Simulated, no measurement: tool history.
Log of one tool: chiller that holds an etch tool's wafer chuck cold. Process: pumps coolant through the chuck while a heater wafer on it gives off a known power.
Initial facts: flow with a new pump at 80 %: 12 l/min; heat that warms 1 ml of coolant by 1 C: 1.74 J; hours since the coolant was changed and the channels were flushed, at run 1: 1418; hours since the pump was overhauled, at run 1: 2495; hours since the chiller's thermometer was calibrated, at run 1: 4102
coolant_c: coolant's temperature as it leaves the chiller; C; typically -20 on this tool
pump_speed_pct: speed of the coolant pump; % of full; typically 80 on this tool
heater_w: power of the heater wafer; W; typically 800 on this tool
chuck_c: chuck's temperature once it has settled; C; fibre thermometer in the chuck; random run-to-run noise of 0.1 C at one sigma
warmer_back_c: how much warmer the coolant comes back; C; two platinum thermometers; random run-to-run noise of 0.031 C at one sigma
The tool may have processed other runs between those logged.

run,day,coolant_c,pump_speed_pct,heater_w,hours since the coolant was changed and the channels were flushed,hours since the pump was overhauled,hours since the chiller's thermometer was calibrated,chuck_c,warmer_back_c
1,0.000,-20,80,800,1418,2495,4102,-14.8,2.42
2,2.083,-20,80,800,1468,2545,4152,-14.8,2.41
3,3.442,-20,80,800,1501,2577,4184,-14.8,2.43
4,5.112,-20,74,800,1541,2617,4224,-14.4,2.63
5,7.571,-20,74,800,1600,2676,4284,-14.2,2.61
6,8.779,-20,74,433,1629,2705,4313,-17.2,1.48
7,11.667,-20,80,800,1698,2775,4382,-14.8,2.44
8,13.550,-20,80,800,1743,2820,4427,-14.8,2.40
9,16.421,-20,80,800,1812,2889,4496,-14.8,2.42
10,18.088,-20,63,800,1852,2929,4536,-13.3,3.13
11,20.742,-20,80,800,1916,2992,4600,-14.7,2.43
12,22.429,-20,71,800,1956,3033,4640,-13.9,2.79
13,24.429,-20,71,800,2004,3081,4688,-14.1,2.79
14,26.133,-20,71,800,2045,3122,4729,-14.0,2.78
15,27.508,-14,80,800,2078,3155,4762,-8.4,2.44
16,28.746,-14,80,424,2108,3184,4792,-11.4,1.30
17,30.688,-18,80,714,2154,3231,4838,-13.2,2.22
18,32.562,-17,90,764,2199,3276,4883,-12.4,2.06
19,34.758,-10,80,706,2252,3329,4936,-5.4,2.15
20,37.121,-10,80,706,2309,3385,4993,-5.4,2.23
21,39.596,-10,80,706,2368,3445,5052,-5.3,2.20
22,40.792,-10,80,800,2397,3474,5081,-4.7,2.39
23,43.071,-10,88,800,2452,3528,5136,-5.2,2.28
24,45.042,-20,90,561,2499,3576,5183,-16.8,1.52
25,47.717,-20,90,561,2563,3640,5247,-16.8,1.52
26,49.038,-20,90,561,2595,3671,5279,-16.7,1.57
27,50.308,-20,90,561,2625,3702,5309,-16.8,1.48
# day 51.433: chiller's thermometer calibrated
28,53.042,-20,90,561,2690,3767,39,-16.2,1.53
29,55.338,-16,95,800,2745,3822,94,-11.0,2.04
30,58.254,-16,95,800,2815,3892,164,-10.9,2.01
31,59.712,-18,95,800,2850,3927,199,-12.9,2.10
32,62.629,-18,95,800,2920,3997,269,-12.9,2.08

The same runs without the tool's hidden state, with the same run-to-run variation:
Unlogged tool condition in this case: heat passed by the chuck's channels, % of clean ones'; flow at a given pump speed, % of a new pump's; coolant's true temperature over the reading, C; drift of the gauge itself on chuck_c, C; drift of the gauge itself on warmer_back_c, C.
run,chuck_c,warmer_back_c
1,-14.8,2.30
2,-14.8,2.28
3,-14.8,2.31
4,-14.4,2.50
5,-14.3,2.47
6,-17.0,1.40
7,-14.9,2.31
8,-14.8,2.26
9,-14.9,2.29
10,-13.5,2.95
11,-14.7,2.29
12,-14.0,2.63
13,-14.2,2.63
14,-14.1,2.61
15,-8.6,2.29
16,-11.2,1.22
17,-13.3,2.08
18,-12.5,1.93
19,-5.5,2.00
20,-5.5,2.09
21,-5.4,2.06
22,-4.9,2.22
23,-5.3,2.13
24,-16.7,1.42
25,-16.7,1.42
26,-16.7,1.46
27,-16.8,1.38
28,-16.7,1.42
29,-11.6,1.89
30,-11.6,1.86
31,-13.5,1.94
32,-13.6,1.92
